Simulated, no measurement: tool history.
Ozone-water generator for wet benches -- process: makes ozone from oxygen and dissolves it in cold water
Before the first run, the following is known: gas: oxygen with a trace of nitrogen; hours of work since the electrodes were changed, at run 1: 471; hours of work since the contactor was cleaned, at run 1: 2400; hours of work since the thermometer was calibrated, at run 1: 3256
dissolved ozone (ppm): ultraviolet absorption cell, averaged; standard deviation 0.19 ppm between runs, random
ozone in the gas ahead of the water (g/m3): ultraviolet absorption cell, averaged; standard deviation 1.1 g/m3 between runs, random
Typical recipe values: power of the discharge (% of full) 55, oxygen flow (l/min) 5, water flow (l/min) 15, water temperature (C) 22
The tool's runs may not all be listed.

| run | hour | power of the discharge (% of full) | oxygen flow (l/min) | water flow (l/min) | water temperature (C) | hours of work since the electrodes were changed | hours of work since the contactor was cleaned | hours of work since the thermometer was calibrated | dissolved ozone (ppm) | ozone in the gas ahead of the water (g/m3) |
|---|---|---|---|---|---|---|---|---|---|---|
| 1 | 0 | 55 | 5 | 15 | 22 | 471 | 2400 | 3256 | 25.9 | 202.6 |
| 2 | 25.9 | 55 | 5 | 15 | 22 | 496 | 2425 | 3281 | 25.5 | 202.5 |
| 3 | 47.5 | 55 | 5.28 | 15 | 22 | 517 | 2445 | 3301 | 25.8 | 194.4 |
| 4 | 65.5 | 55 | 5 | 15 | 24 | 534 | 2462 | 3319 | 25 | 201.7 |
| 5 | 94 | 47 | 5 | 15 | 22 | 561 | 2489 | 3346 | 23.2 | 181.2 |
| 6 | 112.7 | 47 | 5 | 15 | 22 | 579 | 2507 | 3363 | 23.1 | 184.3 |
| 7 | 134.9 | 47 | 5 | 15 | 22 | 600 | 2528 | 3385 | 23 | 179.6 |
| 8 | 153.4 | 47 | 5 | 15 | 22 | 618 | 2546 | 3402 | 23.3 | 180.4 |
| 9 | 168.4 | 96 | 5 | 15 | 22 | 632 | 2560 | 3417 | 37.7 | 294.3 |
| 10 | 186.4 | 44 | 3.47 | 15 | 22 | 649 | 2577 | 3434 | 23.6 | 221.8 |
| 11 | 221.3 | 94 | 5 | 10 | 16 | 682 | 2611 | 3467 | 52.3 | 290.6 |
| 12 | 248.9 | 55 | 2.62 | 17 | 29 | 708 | 2637 | 3493 | 23.3 | 312.8 |
| 13 | 273.9 | 68 | 4.45 | 21 | 24 | 732 | 2661 | 3517 | 23.1 | 252.3 |

Predict each of these 4 candidate next runs independently; none follows another, all start after run 13:
| A | 296.5 | 53 | 4.45 | 18 | 25 | 754 | 2682 | 3538 | ? | ? |
| B | 296.5 | 40 | 2.65 | 18 | 24 | 754 | 2682 | 3538 | ? | ? |
| C | 296.5 | 64 | 4.45 | 21 | 24 | 754 | 2682 | 3538 | ? | ? |
| D | 296.5 | 55 | 5 | 15 | 15 | 754 | 2682 | 3538 | ? | ? |

| run | dissolved ozone (ppm) | ozone in the gas ahead of the water (g/m3) |
|---|---|---|
| A | 21.3 | 212.1 |
| B | 19.2 | 250.6 |
| C | 22.3 | 241.5 |
| D | 29 | 201.7 |
With no hidden state in the tool, these same runs would have given:
| run | dissolved ozone (ppm) | ozone in the gas ahead of the water (g/m3) |
|---|---|---|
| A | 21.9 | 215.1 |
| B | 19.7 | 253.4 |
| C | 23.1 | 245.5 |
| D | 29.9 | 204.7 |
